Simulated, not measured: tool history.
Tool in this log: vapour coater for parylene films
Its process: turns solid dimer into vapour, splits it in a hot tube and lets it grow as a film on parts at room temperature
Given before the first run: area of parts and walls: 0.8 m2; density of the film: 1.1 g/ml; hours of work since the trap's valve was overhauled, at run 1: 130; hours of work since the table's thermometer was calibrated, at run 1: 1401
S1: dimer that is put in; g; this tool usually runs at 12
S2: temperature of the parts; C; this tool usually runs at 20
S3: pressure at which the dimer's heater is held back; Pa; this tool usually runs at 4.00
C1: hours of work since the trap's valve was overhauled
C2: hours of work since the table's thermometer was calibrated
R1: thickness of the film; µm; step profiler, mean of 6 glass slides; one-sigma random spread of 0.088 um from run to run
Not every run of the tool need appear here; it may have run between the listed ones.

run 1 day=0.000 | S1=12 S2=20 S3=4.00 | C1=130 C2=1401 | R1=10.62
run 2 day=1.900 | S1=12 S2=20 S3=10.36 | C1=154 C2=1425 | R1=9.42
run 3 day=4.500 | S1=12 S2=20 S3=10.36 | C1=187 C2=1458 | R1=9.33
-- day=6.308 table's thermometer calibrated
run 4 day=7.321 | S1=12 S2=20 S3=10.36 | C1=222 C2=13 | R1=9.43
run 5 day=9.175 | S1=12 S2=20 S3=2.22 | C1=246 C2=36 | R1=11.83
run 6 day=11.800 | S1=21 S2=20 S3=4.00 | C1=279 C2=70 | R1=18.77
run 7 day=14.738 | S1=21 S2=20 S3=4.00 | C1=317 C2=107 | R1=18.98
run 8 day=16.442 | S1=12 S2=15 S3=4.00 | C1=338 C2=129 | R1=13.32
run 9 day=18.671 | S1=12 S2=15 S3=4.00 | C1=367 C2=157 | R1=13.37
run 10 day=20.025 | S1=12 S2=15 S3=4.00 | C1=384 C2=174 | R1=13.29
run 11 day=21.283 | S1=12 S2=27 S3=4.00 | C1=400 C2=190 | R1=7.71
run 12 day=23.592 | S1=12 S2=30 S3=4.00 | C1=429 C2=220 | R1=6.69
run 13 day=26.504 | S1=12 S2=30 S3=4.00 | C1=466 C2=257 | R1=6.49
run 14 day=28.917 | S1=12 S2=13 S3=4.00 | C1=497 C2=287 | R1=13.52
run 15 day=30.192 | S1=12 S2=13 S3=4.00 | C1=513 C2=304 | R1=13.47
-- day=31.646 trap's valve overhauled
run 16 day=33.075 | S1=12 S2=13 S3=4.00 | C1=18 C2=338 | R1=13.49
run 17 day=35.475 | S1=12 S2=15 S3=4.00 | C1=49 C2=369 | R1=13.21
run 18 day=37.517 | S1=12 S2=20 S3=4.00 | C1=75 C2=395 | R1=10.80
run 19 day=40.442 | S1=12 S2=21 S3=4.00 | C1=112 C2=432 | R1=10.28
run 20 day=42.846 | S1=12 S2=21 S3=4.00 | C1=142 C2=462 | R1=10.22
run 21 day=44.938 | S1=12 S2=20 S3=9.45 | C1=169 C2=489 | R1=9.53
run 22 day=47.867 | S1=12 S2=20 S3=4.00 | C1=206 C2=526 | R1=10.71
run 23 day=49.262 | S1=12 S2=20 S3=2.07 | C1=224 C2=544 | R1=11.93
run 24 day=50.504 | S1=12 S2=14 S3=4.00 | C1=240 C2=560 | R1=13.53
run 25 day=52.712 | S1=17 S2=19 S3=4.00 | C1=268 C2=588 | R1=15.90
run 26 day=54.679 | S1=17 S2=19 S3=9.20 | C1=293 C2=613 | R1=14.05
run 27 day=56.512 | S1=17 S2=19 S3=2.31 | C1=316 C2=636 | R1=17.27
run 28 day=59.296 | S1=14 S2=31 S3=9.47 | C1=352 C2=672 | R1=6.41
run 29 day=61.471 | S1=12 S2=16 S3=7.10 | C1=379 C2=699 | R1=11.99
run 30 day=63.000 | S1=7 S2=21 S3=2.36 | C1=399 C2=719 | R1=6.52
run 31 day=65.846 | S1=19 S2=24 S3=4.00 | C1=435 C2=755 | R1=13.84
run 32 day=67.421 | S1=12 S2=19 S3=4.00 | C1=455 C2=775 | R1=11.29
run 33 day=68.783 | S1=12 S2=19 S3=4.00 | C1=472 C2=792 | R1=11.16
run 34 day=70.496 | S1=12 S2=19 S3=4.00 | C1=494 C2=814 | R1=11.14
run 35 day=73.062 | S1=12 S2=22 S3=3.22 | C1=527 C2=847 | R1=9.92
-- day=73.396 trap's valve overhauled
run 36 day=75.496 | S1=16 S2=25 S3=7.81 | C1=27 C2=876 | R1=10.23
run 37 day=76.912 | S1=16 S2=25 S3=7.81 | C1=45 C2=893 | R1=10.31
run 38 day=78.546 | S1=8 S2=15 S3=7.19 | C1=65 C2=914 | R1=8.42
run 39 day=80.571 | S1=8 S2=16 S3=7.19 | C1=91 C2=940 | R1=7.99
run 40 day=83.608 | S1=6 S2=13 S3=7.19 | C1=130 C2=979 | R1=6.68
run 41 day=85.958 | S1=6 S2=13 S3=5.87 | C1=160 C2=1009 | R1=6.68
run 42 day=88.338 | S1=11 S2=15 S3=6.47 | C1=190 C2=1039 | R1=11.57
run 43 day=91.233 | S1=11 S2=27 S3=3.92 | C1=227 C2=1076 | R1=7.05
run 44 day=92.675 | S1=11 S2=27 S3=3.92 | C1=245 C2=1094 | R1=7.06
run 45 day=94.767 | S1=11 S2=14 S3=3.92 | C1=272 C2=1120 | R1=12.37
run 46 day=96.938 | S1=19 S2=20 S3=7.66 | C1=299 C2=1148 | R1=15.26
run 47 day=99.396 | S1=19 S2=13 S3=2.20 | C1=331 C2=1179 | R1=21.18
run 48 day=101.796 | S1=7 S2=27 S3=4.00 | C1=361 C2=1210 | R1=4.45

Entry by entry between the runs, the difference in hidden state between the last listed run before and the first listed run after:
Run 3 -> run 4: table's thermometer calibrated (day 6.308)
  true temperature of the parts over the reading, C: 0.03 -> 0
Run 15 -> run 16: trap's valve overhauled (day 31.646)
  vapour lost through the trap's worn valve, %: 0.1 -> 0
Run 35 -> run 36: trap's valve overhauled (day 73.396)
  vapour lost through the trap's worn valve, %: 0.1 -> 0

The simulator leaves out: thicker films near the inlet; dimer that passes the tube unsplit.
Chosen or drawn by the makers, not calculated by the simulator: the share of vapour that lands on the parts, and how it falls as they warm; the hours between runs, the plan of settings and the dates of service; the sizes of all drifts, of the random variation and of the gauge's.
